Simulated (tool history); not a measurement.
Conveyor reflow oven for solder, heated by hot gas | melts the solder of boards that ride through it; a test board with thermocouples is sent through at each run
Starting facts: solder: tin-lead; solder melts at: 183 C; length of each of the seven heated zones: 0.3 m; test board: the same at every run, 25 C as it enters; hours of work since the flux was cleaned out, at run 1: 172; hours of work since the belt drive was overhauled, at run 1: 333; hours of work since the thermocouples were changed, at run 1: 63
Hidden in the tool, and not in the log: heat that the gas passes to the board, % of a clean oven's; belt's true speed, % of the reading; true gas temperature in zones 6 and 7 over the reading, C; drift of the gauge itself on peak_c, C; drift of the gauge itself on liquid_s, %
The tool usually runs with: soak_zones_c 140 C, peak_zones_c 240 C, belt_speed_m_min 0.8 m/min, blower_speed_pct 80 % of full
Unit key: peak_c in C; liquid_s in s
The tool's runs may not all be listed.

run,hour,soak_zones_c,peak_zones_c,belt_speed_m_min,blower_speed_pct,hours of work since the flux was cleaned out,hours of work since the belt drive was overhauled,hours of work since the thermocouples were changed,peak_c,liquid_s
1,0,140,240,0.8,80,172,333,63,221.4,36
2,15.6,140,240,0.8,80,181,341,72,221.7,36
3,40.5,140,240,0.8,80,195,355,86,221.9,36.3
# hour 49: flux residue cleaned out of gas plates and filters
4,61.9,140,240,0.915,80,7,365,95,218.6,30.2
5,80.4,140,251,0.8,80,18,375,106,232.7,40.2
6,106.6,140,250,0.8,80,33,390,121,231,39.9
7,131.5,140,250,0.8,80,47,404,135,231,39.9
8,158.1,140,240,0.8,80,62,419,150,221.9,36.7
9,185,140,240,0.8,80,77,434,165,221.9,36.8
10,207.5,140,240,0.804,80,90,447,178,222.2,36.3
11,230,140,240,0.804,69,102,460,190,218.3,34.5
12,253.6,140,240,0.8,79,115,473,204,221.7,36.2
13,273.5,140,249,0.8,79,127,484,215,229.4,39.2
14,298.2,140,249,0.8,79,141,498,229,229.2,38.8
15,324.1,136,240,0.8,80,155,513,243,221.4,35.4
16,338.5,140,240,0.647,65,163,521,252,223.5,46.4
# hour 345.3: belt drive overhauled, speed set with a stopwatch
17,368.1,134,238,0.85,89,178,13,266,219.2,32.6
18,385.6,140,232,0.8,53,188,23,276,205,25.7
# hour 408.1: flux residue cleaned out of gas plates and filters
# hour 416.1: belt drive overhauled, speed set with a stopwatch, once more
19,419.4,140,232,0.8,53,4,2,290,205.6,25.5
20,443.6,154,244,0.839,53,18,16,304,216,33.5
21,458.8,146,244,0.839,53,26,24,312,213.5,30.7
22,476.3,146,232,0.717,53,36,34,322,210.7,34.7
23,496.1,140,248,0.8,80,47,45,333,229,38.1
24,514.4,141,248,0.698,69,58,56,344,230.3,45.1
25,544.3,138,240,0.8,80,75,72,361,220.8,35.3
26,564.8,138,240,0.8,80,86,84,372,221,35.5
27,590.3,141,243,0.722,66,101,98,387,223.2,40.5
28,606.6,126,240,0.8,80,110,108,396,218.5,31.8
29,637.4,145,247,0.814,62,127,125,413,221.1,35.1
30,653.9,130,240,0.911,80,137,134,422,214.8,26.1

Across each entry between runs, compare the hidden state at the last listed run before it with the hidden state at the first listed run after it:
From run 3 to run 4: flux residue cleaned out of gas plates and filters (hour 49)
  heat that the gas passes to the board, % of a clean oven's: 94.8 -> 99.5; belt's true speed, % of the reading: 99.22 -> 99.19; true gas temperature in zones 6 and 7 over the reading, C: -0.4 -> -0.42
  measured minus no-state result, peak_c: -1.7 -> -0.2 C; liquid_s: -0.5 -> +0.2 s
From run 16 to run 17: belt drive overhauled, speed set with a stopwatch (hour 345.3)
  heat that the gas passes to the board, % of a clean oven's: 95.4 -> 95; belt's true speed, % of the reading: 98.83 -> 98.08; true gas temperature in zones 6 and 7 over the reading, C: -0.86 -> -0.89
  measured minus no-state result, peak_c: -1.5 -> -1.8 C; liquid_s: -0.1 -> -0.1 s
From run 18 to run 19: flux residue cleaned out of gas plates and filters (hour 408.1); belt drive overhauled, speed set with a stopwatch, once more (hour 416.1)
  heat that the gas passes to the board, % of a clean oven's: 94.8 -> 99.1; belt's true speed, % of the reading: 98.06 -> 100.07; true gas temperature in zones 6 and 7 over the reading, C: -0.92 -> -0.96
  measured minus no-state result, peak_c: -1.2 -> -1 C; liquid_s: -0.4 -> -0.7 s

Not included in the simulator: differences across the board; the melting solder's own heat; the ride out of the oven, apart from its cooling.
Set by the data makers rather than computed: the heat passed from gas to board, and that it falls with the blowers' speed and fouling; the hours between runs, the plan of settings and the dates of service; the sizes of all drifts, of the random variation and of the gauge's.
